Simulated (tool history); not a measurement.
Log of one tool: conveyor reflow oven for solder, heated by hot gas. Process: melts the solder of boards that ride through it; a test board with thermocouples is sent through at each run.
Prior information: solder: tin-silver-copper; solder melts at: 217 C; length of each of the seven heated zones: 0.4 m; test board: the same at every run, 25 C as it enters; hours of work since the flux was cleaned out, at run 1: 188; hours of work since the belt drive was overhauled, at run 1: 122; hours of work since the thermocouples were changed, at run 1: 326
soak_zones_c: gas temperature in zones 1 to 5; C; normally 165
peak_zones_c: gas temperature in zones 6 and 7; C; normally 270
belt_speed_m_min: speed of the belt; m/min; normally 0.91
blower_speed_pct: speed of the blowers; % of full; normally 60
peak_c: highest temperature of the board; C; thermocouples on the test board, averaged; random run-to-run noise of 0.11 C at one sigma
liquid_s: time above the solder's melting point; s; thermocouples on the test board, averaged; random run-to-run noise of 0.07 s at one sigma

run	day	soak_zones_c	peak_zones_c	belt_speed_m_min	blower_speed_pct	hours of work since the flux was cleaned out	hours of work since the belt drive was overhauled	hours of work since the thermocouples were changed	peak_c	liquid_s
1	0	165	270	0.91	60	188	122	326	245.6	32.44
2	0.725	165	270	0.91	60	196	130	333	245.6	32.5
3	1.617	165	270	0.91	60	205	139	343	245.6	32.54
4	2.733	165	270	0.91	60	217	151	355	245.1	32.37
5	3.517	165	270	0.91	60	225	159	363	245.1	32.27
6	4.517	165	275	0.91	60	236	170	373	249.3	34.74
7	5.088	165	275	0.91	60	242	176	379	249.1	34.73
8	6.246	165	275	0.91	60	254	188	391	249.2	34.81
9	6.779	165	275	0.91	90	259	193	397	257.9	40.4
# day 7.725: flux residue cleaned out of gas plates and filters
10	7.821	165	278	0.91	61	1	202	406	251.4	35.84
11	8.508	165	278	0.91	61	8	209	413	251.1	35.9
12	9.533	178	278	0.813	61	19	220	424	258.4	48.07
# day 10.221: flux residue cleaned out of gas plates and filters, once more
13	10.725	168	281	0.904	89	5	231	434	266	44.7
14	11.392	168	281	0.904	60	12	238	441	256.9	39.99
15	12.354	150	282	0.91	60	22	248	451	253.7	34.46
16	13.396	150	284	0.91	52	33	259	462	251	32.56

Each row is a separate what-if for the run after 16, all from the same tool condition, not one after another. Results?
A	14.225	177	270	0.91	60	42	267	471	?	?
B	14.225	150	285	1.03	52	42	267	471	?	?
C	14.225	162	259	0.91	52	42	267	471	?	?
D	14.225	165	275	0.791	52	42	267	471	?	?
E	14.225	171	259	0.91	60	42	267	471	?	?

run	peak_c	liquid_s
A	249.2	37.95
B	244.6	24.7
C	233.4	22.18
D	252.7	42.96
E	238.9	29.57
Had the tool no hidden state, the same runs would have come out as:
run	peak_c	liquid_s
A	250.4	38.36
B	245.7	25.21
C	234.5	23.03
D	253.8	43.33
E	240	30.28
